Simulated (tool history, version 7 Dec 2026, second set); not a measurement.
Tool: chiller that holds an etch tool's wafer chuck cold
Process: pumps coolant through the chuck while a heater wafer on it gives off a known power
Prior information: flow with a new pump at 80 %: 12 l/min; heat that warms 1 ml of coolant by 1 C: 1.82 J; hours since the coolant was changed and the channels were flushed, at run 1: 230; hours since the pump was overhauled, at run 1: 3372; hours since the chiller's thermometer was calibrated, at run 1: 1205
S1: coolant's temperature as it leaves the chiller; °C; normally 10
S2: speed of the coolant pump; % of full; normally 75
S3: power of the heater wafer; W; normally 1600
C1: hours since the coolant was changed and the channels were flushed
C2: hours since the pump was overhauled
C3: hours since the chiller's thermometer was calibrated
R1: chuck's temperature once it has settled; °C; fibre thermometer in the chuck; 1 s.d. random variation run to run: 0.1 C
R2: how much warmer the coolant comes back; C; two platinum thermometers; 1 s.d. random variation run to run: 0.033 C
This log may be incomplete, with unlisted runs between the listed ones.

run    hour  S1  S2    S3    C1    C2    C3    R1    R2
  1       0  10  75  1600   230  3372  1205  26.7  4.83
  2    77.3  10  75  1600   307  3449  1282  26.5  4.87
  3   159.5  10  75  1600   390  3531  1364  26.8  4.84
  4   246.6  10  62  1600   477  3618  1451  29.8     6
  5     325  10  70  1600   555  3697  1530  27.7  5.27
  6   463.1  10  70  1600   693  3835  1668  27.9  5.25
  7     577  10  80  1600   807  3949  1782  26.2  4.58
  8   694.3  10  80  1600   924  4066  1899  25.9  4.55
  9   792.4  10  80  1600  1022  4164  1997    26  4.57
 10   946.5  10  80  1600  1176  4318  2151  25.9  4.55
 11  1074.5  10  80  1600  1305  4446  2279    26   4.6
 12  1177.1  10  80  1518  1407  4549  2382  25.4  4.36
 13  1339.9   3  75  1600  1570  4712  2544    20  4.89
 14  1432.3   3  75  1600  1662  4804  2637    20   4.9
 15  1562.6  10  75  1600  1793  4934  2767  27.3  4.94
 16  1694.9  10  75  1561  1925  5067  2899    27  4.82
 17  1841.3  19  91  1600  2071  5213  3046  33.3  4.01
 18  1958.5   0  65  1079  2189  5330  3163    13  3.89
     1968.9  -- chiller's thermometer calibrated
 19  2109.5  17  65  1955  2339  5480   141  41.4  7.08
 20  2237.1  17  65  1955  2466  5608   268  41.2  7.07
 21  2309.4   2  60  1470  2538  5680   340  21.6  5.78

Predict the results of run 22:
 22  2437.2  10  87  912  2666  5808  468   ?   ?

R1: 18.9 °C
R2: 2.41 C
Minus the tool's unlogged condition, the same run would have read R1 18.3 °C, R2 2.29 C.

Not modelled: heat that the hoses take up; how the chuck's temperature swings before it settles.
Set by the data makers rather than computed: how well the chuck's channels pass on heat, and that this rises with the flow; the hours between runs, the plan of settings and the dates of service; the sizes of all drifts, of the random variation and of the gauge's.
